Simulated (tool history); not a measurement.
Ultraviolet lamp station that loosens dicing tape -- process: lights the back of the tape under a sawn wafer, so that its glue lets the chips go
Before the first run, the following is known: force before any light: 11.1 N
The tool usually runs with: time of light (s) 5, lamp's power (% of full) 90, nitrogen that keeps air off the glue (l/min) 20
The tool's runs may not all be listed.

| run | hour | time of light (s) | lamp's power (% of full) | nitrogen that keeps air off the glue (l/min) | force that peels the tape off (N) | light that reached the tape (mJ/cm²) |
|---|---|---|---|---|---|---|
| 1 | 0 | 5 | 90 | 20 | 0.205 | 297 |
| 2 | 9.3 | 5 | 90 | 24 | 0.188 | 297 |
| 3 | 18.2 | 5 | 90 | 24 | 0.179 | 297 |
| 4 | 27.3 | 5 | 90 | 24 | 0.173 | 302 |
| 5 | 37.1 | 5 | 90 | 24 | 0.186 | 298 |
| 6 | 47.9 | 5 | 90 | 24 | 0.19 | 297 |
| 7 | 55.5 | 5 | 90 | 24 | 0.179 | 292 |
| 8 | 66.9 | 5 | 90 | 24 | 0.19 | 299 |
| 9 | 72.9 | 5 | 90 | 20 | 0.221 | 295 |
| 10 | 80.4 | 5 | 90 | 20 | 0.221 | 289 |
| 11 | 86.7 | 5 | 90 | 20 | 0.226 | 293 |
| 12 | 93 | 5 | 90 | 13 | 0.355 | 296 |
| 13 | 100.2 | 5 | 90 | 13 | 0.339 | 292 |
| 14 | 109.6 | 5 | 90 | 27 | 0.177 | 292 |
| 15 | 119.9 | 5 | 90 | 27 | 0.178 | 289 |
| 16 | 125.9 | 5 | 90 | 27 | 0.18 | 288 |
| 17 | 131.1 | 5 | 90 | 27 | 0.178 | 287 |
| 18 | 140 | 5 | 90 | 27 | 0.186 | 293 |
| 19 | 150.6 | 5 | 90 | 30 | 0.158 | 288 |
| 20 | 156.1 | 5 | 90 | 30 | 0.168 | 287 |
| 21 | 165 | 5 | 90 | 30 | 0.175 | 293 |
| 22 | 176.7 | 4 | 65 | 7 | 2.12 | 165 |
| 23 | 182.8 | 4 | 78 | 9 | 1.294 | 202 |
|  | 184.4 | window cleaned of glue's vapour |
| 24 | 189.5 | 7 | 66 | 20 | 0.254 | 282 |
| 25 | 196.2 | 7 | 90 | 7 | 0.286 | 390 |
| 26 | 206.7 | 9 | 90 | 20 | 0.059 | 497 |
|  | 215.3 | window cleaned of glue's vapour, once more |
| 27 | 216.1 | 8 | 73 | 20 | 0.096 | 399 |
| 28 | 228.1 | 2 | 71 | 23 | 2.729 | 97 |
| 29 | 235.9 | 7 | 71 | 14 | 0.219 | 334 |
| 30 | 241.5 | 2 | 71 | 30 | 2.535 | 96 |
| 31 | 248.1 | 2 | 71 | 30 | 2.431 | 94 |
| 32 | 260.2 | 3 | 73 | 15 | 1.686 | 147 |
| 33 | 271.9 | 3 | 86 | 8 | 1.852 | 170 |
| 34 | 280.1 | 3 | 86 | 8 | 1.855 | 172 |
| 35 | 286 | 2 | 86 | 8 | 3.387 | 114 |
| 36 | 298.7 | 2 | 88 | 7 | 3.416 | 119 |
| 37 | 305.1 | 2 | 88 | 7 | 3.493 | 113 |
| 38 | 317.8 | 8 | 66 | 26 | 0.112 | 350 |
| 39 | 326.9 | 9 | 84 | 26 | 0.052 | 499 |
| 40 | 335.3 | 3 | 67 | 20 | 1.774 | 134 |
| 41 | 347.8 | 9 | 66 | 20 | 0.099 | 388 |
| 42 | 355.5 | 4 | 90 | 20 | 0.457 | 234 |

Consider 3 possible next runs. They are alternatives, not a sequence: every one starts from the tool as it was left by run 42. What does each give?
| A | 361.8 | 4 | 98 | 28 | ? | ? |
| B | 361.8 | 3 | 90 | 24 | ? | ? |
| C | 361.8 | 5 | 85 | 20 | ? | ? |

| run | force that peels the tape off (N) | light that reached the tape (mJ/cm²) |
|---|---|---|
| A | 0.251 | 259 |
| B | 0.868 | 176 |
| C | 0.271 | 276 |
Had the tool no hidden state, the same runs would have come out as:
| run | force that peels the tape off (N) | light that reached the tape (mJ/cm²) |
|---|---|---|
| A | 0.181 | 287 |
| B | 0.669 | 194 |
| C | 0.197 | 306 |

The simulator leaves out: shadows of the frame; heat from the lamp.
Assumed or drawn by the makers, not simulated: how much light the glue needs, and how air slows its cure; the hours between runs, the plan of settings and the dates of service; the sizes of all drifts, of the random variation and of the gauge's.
